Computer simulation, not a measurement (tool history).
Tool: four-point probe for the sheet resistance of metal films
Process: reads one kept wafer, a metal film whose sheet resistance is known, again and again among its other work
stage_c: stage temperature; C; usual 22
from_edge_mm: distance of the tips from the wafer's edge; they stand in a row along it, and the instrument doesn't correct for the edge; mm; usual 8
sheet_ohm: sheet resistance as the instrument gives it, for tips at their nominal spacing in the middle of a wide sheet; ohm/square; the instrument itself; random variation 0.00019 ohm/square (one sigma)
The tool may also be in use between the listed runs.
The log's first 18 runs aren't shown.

| run | hour | stage_c | from_edge_mm | touches since the probe head was changed | hours of work since the stage's thermometer was calibrated | sheet_ohm |
|---|---|---|---|---|---|---|
| 19 | 241 | 22 | 7 | 15925 | 950 | 0.938863 |
| 20 | 255.2 | 27 | 15 | 16174 | 958 | 0.936805 |
| 21 | 264.1 | 25 | 5 | 16330 | 963 | 0.941233 |
| 22 | 281.6 | 25 | 28 | 16637 | 973 | 0.936774 |
| 23 | 297.1 | 31 | 53 | 16907 | 982 | 0.936024 |
| 24 | 316.8 | 23 | 4 | 17254 | 993 | 0.94421 |
| 25 | 330.6 | 25 | 14 | 17494 | 1001 | 0.937195 |
| 26 | 349.7 | 32 | 65 | 17830 | 1012 | 0.935591 |
| 27 | 364.6 | 32 | 65 | 18090 | 1020 | 0.935976 |
| 28 | 372.9 | 24 | 7 | 18236 | 1025 | 0.939018 |
| 29 | 388 | 24 | 7 | 18502 | 1033 | 0.938998 |
| 30 | 407.1 | 30 | 4 | 18836 | 1044 | 0.944118 |
| 31 | 424.8 | 30 | 4 | 19146 | 1054 | 0.943925 |
| 32 | 437.5 | 30 | 4 | 19367 | 1061 | 0.943647 |

Forecast each of these 3 alternatives for the next run:
| A | 446.9 | 28 | 4 | 19533 | 1066 | ? |
| B | 446.9 | 30 | 4 | 19533 | 1066 | ? |
| C | 446.9 | 32 | 31 | 19533 | 1066 | ? |

| run | sheet_ohm |
|---|---|
| A | 0.943776 |
| B | 0.943629 |
| C | 0.935918 |
Without the tool's hidden state the same runs would have given:
| run | sheet_ohm |
|---|---|
| A | 0.944632 |
| B | 0.944483 |
| C | 0.936762 |
